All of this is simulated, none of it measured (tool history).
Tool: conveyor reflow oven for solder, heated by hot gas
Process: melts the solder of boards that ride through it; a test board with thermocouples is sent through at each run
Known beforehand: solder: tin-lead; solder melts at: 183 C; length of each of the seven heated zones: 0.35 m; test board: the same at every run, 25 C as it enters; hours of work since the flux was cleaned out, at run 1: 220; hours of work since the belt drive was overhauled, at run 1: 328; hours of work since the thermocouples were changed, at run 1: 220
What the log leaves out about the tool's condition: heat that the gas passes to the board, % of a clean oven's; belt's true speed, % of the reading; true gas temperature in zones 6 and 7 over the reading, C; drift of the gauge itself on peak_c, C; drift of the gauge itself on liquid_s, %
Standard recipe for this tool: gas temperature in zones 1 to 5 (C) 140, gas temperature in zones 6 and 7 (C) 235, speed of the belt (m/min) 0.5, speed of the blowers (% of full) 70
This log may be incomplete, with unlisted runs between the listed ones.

| run | day | gas temperature in zones 1 to 5 (C) | gas temperature in zones 6 and 7 (C) | speed of the belt (m/min) | speed of the blowers (% of full) | hours of work since the flux was cleaned out | hours of work since the belt drive was overhauled | hours of work since the thermocouples were changed | highest temperature of the board (C) | time above the solder's melting point (s) |
|---|---|---|---|---|---|---|---|---|---|---|
| 1 | 0 | 140 | 235 | 0.5 | 70 | 220 | 328 | 220 | 217.7 | 64.9 |
| 2 | 0.742 | 140 | 235 | 0.5 | 70 | 230 | 337 | 230 | 218 | 63.8 |
| 3 | 1.925 | 140 | 235 | 0.592 | 70 | 244 | 352 | 244 | 211.6 | 48 |
| 4 | 2.588 | 140 | 235 | 0.592 | 70 | 253 | 361 | 253 | 211.5 | 48.7 |
| 5 | 3.367 | 140 | 235 | 0.5 | 70 | 263 | 370 | 263 | 217.4 | 65.4 |
| 6 | 4.454 | 140 | 235 | 0.5 | 70 | 276 | 384 | 276 | 217.3 | 64.6 |
| 7 | 5.642 | 140 | 235 | 0.5 | 70 | 291 | 399 | 291 | 216.3 | 63.6 |
| 8 | 6.871 | 140 | 235 | 0.5 | 70 | 307 | 414 | 307 | 217.2 | 63.4 |
| 9 | 7.958 | 140 | 235 | 0.5 | 70 | 320 | 428 | 320 | 215.8 | 64.6 |
| 10 | 9.05 | 140 | 235 | 0.5 | 70 | 334 | 442 | 334 | 216.9 | 64.1 |
| 11 | 10.042 | 140 | 235 | 0.5 | 70 | 346 | 454 | 346 | 217.1 | 64.9 |
| 12 | 11.188 | 140 | 235 | 0.5 | 70 | 361 | 469 | 361 | 216.5 | 63.6 |
| 13 | 11.829 | 140 | 235 | 0.5 | 70 | 369 | 477 | 369 | 216.8 | 63.9 |
| 14 | 13.088 | 140 | 235 | 0.5 | 70 | 385 | 492 | 385 | 217 | 63.9 |
| 15 | 13.688 | 140 | 235 | 0.5 | 70 | 392 | 500 | 392 | 216.3 | 63.5 |
| 16 | 14.404 | 140 | 235 | 0.5 | 70 | 401 | 509 | 401 | 217.5 | 63.8 |
| 17 | 15.1 | 140 | 229 | 0.5 | 70 | 410 | 518 | 410 | 210.4 | 58.5 |
| 18 | 15.942 | 140 | 229 | 0.537 | 52 | 420 | 528 | 420 | 204.3 | 44.4 |
| 19 | 16.842 | 140 | 229 | 0.537 | 52 | 432 | 540 | 432 | 204.6 | 44.1 |
| 20 | 17.858 | 140 | 235 | 0.5 | 66 | 444 | 552 | 444 | 215.6 | 61.8 |
| 21 | 18.967 | 151 | 238 | 0.558 | 88 | 458 | 566 | 458 | 219.9 | 64.5 |
| 22 | 20.238 | 151 | 238 | 0.558 | 88 | 474 | 582 | 474 | 219.5 | 64 |
| 23 | 20.888 | 140 | 235 | 0.538 | 70 | 482 | 590 | 482 | 212.7 | 56.3 |
| 24 | 21.762 | 140 | 235 | 0.538 | 70 | 493 | 601 | 493 | 213.2 | 57 |
|  | 22.225 | flux residue cleaned out of gas plates and filters |
| 25 | 22.908 | 140 | 235 | 0.538 | 70 | 9 | 613 | 505 | 216.4 | 60.2 |
| 26 | 23.846 | 140 | 235 | 0.507 | 70 | 20 | 625 | 517 | 219 | 64.9 |
| 27 | 24.688 | 140 | 235 | 0.507 | 70 | 31 | 635 | 528 | 218.4 | 64.8 |
| 28 | 25.238 | 132 | 235 | 0.5 | 70 | 38 | 642 | 534 | 217.7 | 64 |
| 29 | 25.892 | 141 | 235 | 0.5 | 70 | 46 | 650 | 543 | 218.7 | 67 |
| 30 | 26.788 | 141 | 235 | 0.5 | 70 | 57 | 662 | 554 | 220.2 | 67.3 |
| 31 | 27.992 | 140 | 236 | 0.5 | 53 | 72 | 677 | 569 | 215.5 | 62.7 |

Here are 4 independent what-if runs from the current tool condition. What would each one return?
| A | 28.721 | 140 | 240 | 0.5 | 70 | 82 | 686 | 578 | ? | ? |
| B | 28.721 | 139 | 236 | 0.433 | 53 | 82 | 686 | 578 | ? | ? |
| C | 28.721 | 127 | 247 | 0.599 | 70 | 82 | 686 | 578 | ? | ? |
| D | 28.721 | 140 | 246 | 0.408 | 58 | 82 | 686 | 578 | ? | ? |

| run | highest temperature of the board (C) | time above the solder's melting point (s) |
|---|---|---|
| A | 222.1 | 70.5 |
| B | 219.6 | 78.9 |
| C | 219.6 | 50.7 |
| D | 231.8 | 91.5 |
With no hidden state in the tool, these same runs would have given:
| run | highest temperature of the board (C) | time above the solder's melting point (s) |
|---|---|---|
| A | 223.8 | 70.3 |
| B | 221.1 | 78.7 |
| C | 221.3 | 50.8 |
| D | 233.4 | 90.7 |

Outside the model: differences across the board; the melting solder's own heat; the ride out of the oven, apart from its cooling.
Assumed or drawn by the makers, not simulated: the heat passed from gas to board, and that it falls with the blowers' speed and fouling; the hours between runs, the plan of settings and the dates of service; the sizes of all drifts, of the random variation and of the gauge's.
